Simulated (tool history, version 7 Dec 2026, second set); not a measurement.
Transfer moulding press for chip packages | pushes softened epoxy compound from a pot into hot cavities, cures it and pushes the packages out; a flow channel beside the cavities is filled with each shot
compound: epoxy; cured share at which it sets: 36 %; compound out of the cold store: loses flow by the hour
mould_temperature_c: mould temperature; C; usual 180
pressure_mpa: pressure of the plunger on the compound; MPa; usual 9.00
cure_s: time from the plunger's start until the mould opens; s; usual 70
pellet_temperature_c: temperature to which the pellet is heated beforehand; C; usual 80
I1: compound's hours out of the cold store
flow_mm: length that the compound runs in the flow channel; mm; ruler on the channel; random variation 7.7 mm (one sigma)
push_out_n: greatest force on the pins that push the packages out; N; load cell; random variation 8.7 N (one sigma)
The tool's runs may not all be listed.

{"run": 1, "hour": 0.0, "mould_temperature_c": 180, "pressure_mpa": 9.0, "cure_s": 70, "pellet_temperature_c": 80, "I1": 16.9, "flow_mm": 887, "push_out_n": 500}
{"run": 2, "hour": 15.0, "mould_temperature_c": 180, "pressure_mpa": 9.0, "cure_s": 70, "pellet_temperature_c": 80, "I1": 11.0, "flow_mm": 892, "push_out_n": 515}
{"run": 3, "hour": 31.2, "mould_temperature_c": 180, "pressure_mpa": 9.0, "cure_s": 70, "pellet_temperature_c": 80, "I1": 10.5, "flow_mm": 899, "push_out_n": 564}
{"hour": 46.0, "done": "cavities cleaned with cleaning compound and waxed"}
{"run": 4, "hour": 53.4, "mould_temperature_c": 180, "pressure_mpa": 9.0, "cure_s": 70, "pellet_temperature_c": 80, "I1": 20.4, "flow_mm": 881, "push_out_n": 413}
{"run": 5, "hour": 72.4, "mould_temperature_c": 180, "pressure_mpa": 9.0, "cure_s": 70, "pellet_temperature_c": 80, "I1": 42.8, "flow_mm": 832, "push_out_n": 462}
{"run": 6, "hour": 92.3, "mould_temperature_c": 180, "pressure_mpa": 9.0, "cure_s": 70, "pellet_temperature_c": 80, "I1": 33.4, "flow_mm": 837, "push_out_n": 518}
{"run": 7, "hour": 112.8, "mould_temperature_c": 180, "pressure_mpa": 9.0, "cure_s": 70, "pellet_temperature_c": 80, "I1": 45.7, "flow_mm": 822, "push_out_n": 526}
{"hour": 119.9, "done": "cavities cleaned with cleaning compound and waxed"}
{"run": 8, "hour": 126.3, "mould_temperature_c": 184, "pressure_mpa": 9.0, "cure_s": 70, "pellet_temperature_c": 80, "I1": 14.0, "flow_mm": 875, "push_out_n": 340}
{"run": 9, "hour": 149.9, "mould_temperature_c": 180, "pressure_mpa": 8.82, "cure_s": 70, "pellet_temperature_c": 80, "I1": 21.2, "flow_mm": 859, "push_out_n": 492}
{"run": 10, "hour": 171.9, "mould_temperature_c": 180, "pressure_mpa": 8.82, "cure_s": 64, "pellet_temperature_c": 80, "I1": 43.8, "flow_mm": 821, "push_out_n": 668}
{"hour": 193.5, "done": "cavities cleaned with cleaning compound and waxed"}
{"run": 11, "hour": 195.8, "mould_temperature_c": 180, "pressure_mpa": 9.42, "cure_s": 100, "pellet_temperature_c": 80, "I1": 42.0, "flow_mm": 836, "push_out_n": 256}
{"run": 12, "hour": 215.5, "mould_temperature_c": 186, "pressure_mpa": 7.82, "cure_s": 84, "pellet_temperature_c": 80, "I1": 8.7, "flow_mm": 808, "push_out_n": 297}
{"run": 13, "hour": 236.9, "mould_temperature_c": 186, "pressure_mpa": 7.82, "cure_s": 84, "pellet_temperature_c": 80, "I1": 46.0, "flow_mm": 735, "push_out_n": 316}
{"run": 14, "hour": 254.5, "mould_temperature_c": 180, "pressure_mpa": 9.0, "cure_s": 63, "pellet_temperature_c": 79, "I1": 47.4, "flow_mm": 811, "push_out_n": 647}
{"hour": 266.6, "done": "cavities cleaned with cleaning compound and waxed"}
{"run": 15, "hour": 274.9, "mould_temperature_c": 180, "pressure_mpa": 9.0, "cure_s": 93, "pellet_temperature_c": 89, "I1": 8.1, "flow_mm": 880, "push_out_n": 265}
{"run": 16, "hour": 288.5, "mould_temperature_c": 179, "pressure_mpa": 7.69, "cure_s": 65, "pellet_temperature_c": 80, "I1": 8.2, "flow_mm": 803, "push_out_n": 610}
{"run": 17, "hour": 312.0, "mould_temperature_c": 177, "pressure_mpa": 10.21, "cure_s": 70, "pellet_temperature_c": 80, "I1": 19.9, "flow_mm": 902, "push_out_n": 628}
{"run": 18, "hour": 322.9, "mould_temperature_c": 179, "pressure_mpa": 9.49, "cure_s": 58, "pellet_temperature_c": 80, "I1": 20.9, "flow_mm": 874, "push_out_n": 926}

Forecast each of these 3 alternatives for the next run:
{"hour": 339.0, "done": "cavities cleaned with cleaning compound and waxed"}
{"run": "A", "hour": 345.8, "mould_temperature_c": 179, "pressure_mpa": 9.49, "cure_s": 53, "pellet_temperature_c": 80, "I1": 29.6, "flow_mm": "?", "push_out_n": "?"}
{"hour": 339.0, "done": "cavities cleaned with cleaning compound and waxed"}
{"run": "B", "hour": 345.8, "mould_temperature_c": 179, "pressure_mpa": 9.49, "cure_s": 69, "pellet_temperature_c": 73, "I1": 21.9, "flow_mm": "?", "push_out_n": "?"}
{"hour": 339.0, "done": "cavities cleaned with cleaning compound and waxed"}
{"run": "C", "hour": 345.8, "mould_temperature_c": 174, "pressure_mpa": 7.18, "cure_s": 58, "pellet_temperature_c": 80, "I1": 17.9, "flow_mm": "?", "push_out_n": "?"}

run=A flow_mm=847 push_out_n=874
run=B flow_mm=857 push_out_n=483
run=C flow_mm=770 push_out_n=913
Without the tool's hidden state the same runs would have given:
run=A flow_mm=903 push_out_n=834
run=B flow_mm=915 push_out_n=466
run=C flow_mm=822 push_out_n=871
